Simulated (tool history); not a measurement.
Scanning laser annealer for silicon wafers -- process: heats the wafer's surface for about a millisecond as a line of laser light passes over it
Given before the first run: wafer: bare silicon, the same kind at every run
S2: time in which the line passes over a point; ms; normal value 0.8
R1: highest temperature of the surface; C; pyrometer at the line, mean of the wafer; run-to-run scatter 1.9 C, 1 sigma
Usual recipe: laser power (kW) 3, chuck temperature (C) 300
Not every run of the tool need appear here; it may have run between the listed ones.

Run 1, hour 0: usual settings. Result: R1 1100 C.
Run 2, hour 32.2: usual settings. Result: R1 1098 C.
Run 3, hour 72.5: usual settings. Result: R1 1095 C.
Run 4, hour 128.7: usual settings. Result: R1 1096 C.
Run 5, hour 155.2: usual settings. Result: R1 1096 C.
Run 6, hour 200.7: usual settings. Result: R1 1098 C.
Run 7, hour 254.2: usual settings. Result: R1 1091 C.
Run 8, hour 287.5: usual settings. Result: R1 1093 C.
Run 9, hour 338.3: usual settings. Result: R1 1088 C.
At hour 349: window over the wafer cleaned.
Run 10, hour 373.9: usual settings. Result: R1 1111 C.
Run 11, hour 419.9: usual settings. Result: R1 1111 C.
At hour 427.6: optics aligned, line set to its width.
Run 12, hour 482.9: usual settings. Result: R1 1106 C.
Run 13, hour 523.9: usual settings but chuck temperature (C) 278. Result: R1 1082 C.
At hour 539.2: optics aligned, line set to its width, once more.
Run 14, hour 569.8: usual settings but S2 0.591 ms, chuck temperature (C) 278. Result: R1 954 C.
Run 15, hour 599.7: usual settings but chuck temperature (C) 330. Result: R1 1137 C.
Run 16, hour 654.6: usual settings but laser power (kW) 2.966, S2 0.821 ms, chuck temperature (C) 269. Result: R1 1076 C.
Run 17, hour 683.9: usual settings but S2 0.756 ms, chuck temperature (C) 293. Result: R1 1071 C.
Run 18, hour 732.5: usual settings but S2 0.732 ms, chuck temperature (C) 269. Result: R1 1031 C.
Run 19, hour 781.6: usual settings but laser power (kW) 2.62, S2 0.936 ms, chuck temperature (C) 329. Result: R1 1090 C.
Run 20, hour 815.7: usual settings but laser power (kW) 3.001, S2 0.772 ms, chuck temperature (C) 330. Result: R1 1118 C.
Run 21, hour 849: usual settings but laser power (kW) 3.001, S2 0.772 ms, chuck temperature (C) 265. Result: R1 1049 C.
Run 22, hour 885.2: usual settings but laser power (kW) 2.99, S2 0.561 ms. Result: R1 946 C.
Run 23, hour 918.5: usual settings but laser power (kW) 2.99, S2 0.561 ms. Result: R1 944 C.
Run 24, hour 947.2: usual settings but laser power (kW) 2.99, S2 0.561 ms. Result: R1 946 C.
Run 25, hour 1003.5: usual settings but laser power (kW) 3.292, S2 0.561 ms, chuck temperature (C) 264. Result: R1 977 C.
Run 26, hour 1033.5: usual settings but laser power (kW) 2.689, S2 0.897 ms, chuck temperature (C) 323. Result: R1 1085 C.
Run 27, hour 1070.7: usual settings but laser power (kW) 2.689, S2 0.578 ms, chuck temperature (C) 323. Result: R1 908 C.

For run 28, what comes out?
Run 28, hour 1099.6: usual settings but laser power (kW) 2.57, S2 0.675 ms, chuck temperature (C) 304. Result: R1 ?.

R1: 915 C
Were there no unlogged condition in the tool, this run, its random variation unchanged, would have produced R1 927 C.
